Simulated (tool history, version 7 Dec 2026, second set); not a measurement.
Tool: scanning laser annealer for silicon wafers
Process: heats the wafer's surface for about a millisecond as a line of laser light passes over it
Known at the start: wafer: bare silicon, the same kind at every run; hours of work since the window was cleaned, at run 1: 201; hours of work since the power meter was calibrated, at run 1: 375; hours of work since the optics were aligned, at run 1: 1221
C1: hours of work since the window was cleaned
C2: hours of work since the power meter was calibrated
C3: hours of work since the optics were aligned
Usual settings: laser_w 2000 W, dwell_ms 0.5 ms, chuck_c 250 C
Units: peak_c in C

Run 1, hour 0: usual settings; C1 201; C2 375; C3 1221. Result: peak_c 1026 C.
Run 2, hour 13.2: usual settings but dwell_ms 0.508 ms; C1 209; C2 382; C3 1229. Result: peak_c 1032 C.
Run 3, hour 24.9: usual settings but dwell_ms 0.508 ms; C1 216; C2 389; C3 1236. Result: peak_c 1035 C.
Run 4, hour 38: usual settings but dwell_ms 0.414 ms; C1 224; C2 397; C3 1243. Result: peak_c 948 C.
Run 5, hour 50.3: usual settings but dwell_ms 0.414 ms, chuck_c 238 C; C1 231; C2 404; C3 1251. Result: peak_c 932 C.
Run 6, hour 62.1: usual settings but dwell_ms 0.414 ms, chuck_c 238 C; C1 238; C2 411; C3 1258. Result: peak_c 935 C.
Run 7, hour 71.6: usual settings but dwell_ms 0.414 ms, chuck_c 238 C; C1 244; C2 417; C3 1263. Result: peak_c 933 C.
Run 8, hour 81.9: usual settings but dwell_ms 0.414 ms, chuck_c 238 C; C1 250; C2 423; C3 1269. Result: peak_c 932 C.
At hour 87.9: optics aligned, line set to its width.
Run 9, hour 94.6: usual settings but dwell_ms 0.389 ms, chuck_c 238 C; C1 254; C2 428; C3 4. Result: peak_c 907 C.
Run 10, hour 102.1: usual settings but dwell_ms 0.389 ms, chuck_c 238 C; C1 259; C2 432; C3 8. Result: peak_c 902 C.
Run 11, hour 114.2: usual settings but laser_w 1719 W, dwell_ms 0.416 ms, chuck_c 216 C; C1 266; C2 439; C3 16. Result: peak_c 799 C.
At hour 122.2: optics aligned, line set to its width, once more.
Run 12, hour 130: usual settings but laser_w 1719 W, dwell_ms 0.416 ms, chuck_c 216 C; C1 272; C2 446; C3 5. Result: peak_c 804 C.
Run 13, hour 138.4: usual settings but laser_w 2168 W, dwell_ms 0.427 ms, chuck_c 272 C; C1 277; C2 450; C3 10. Result: peak_c 1053 C.
Run 14, hour 153: usual settings but laser_w 2172 W, chuck_c 289 C; C1 286; C2 459; C3 18. Result: peak_c 1143 C.
Run 15, hour 165.9: usual settings but laser_w 2193 W, dwell_ms 0.351 ms, chuck_c 287 C; C1 294; C2 467; C3 26. Result: peak_c 991 C.
Run 16, hour 175.1: usual settings but laser_w 2137 W, dwell_ms 0.351 ms, chuck_c 287 C; C1 299; C2 472; C3 31. Result: peak_c 971 C.
Run 17, hour 191.1: usual settings but laser_w 2137 W, dwell_ms 0.351 ms, chuck_c 287 C; C1 308; C2 482; C3 41. Result: peak_c 971 C.
Run 18, hour 199.3: usual settings but laser_w 2137 W, dwell_ms 0.351 ms, chuck_c 287 C; C1 313; C2 487; C3 46. Result: peak_c 969 C.

The next listed run, before its measurement:
Run 19, hour 207.7: usual settings but laser_w 1761 W, dwell_ms 0.418 ms, chuck_c 240 C; C1 318; C2 491; C3 51. Result: peak_c ?.

Run 19 gave peak_c 846 C.
Without the tool's hidden state the same run would have given peak_c 864 C.

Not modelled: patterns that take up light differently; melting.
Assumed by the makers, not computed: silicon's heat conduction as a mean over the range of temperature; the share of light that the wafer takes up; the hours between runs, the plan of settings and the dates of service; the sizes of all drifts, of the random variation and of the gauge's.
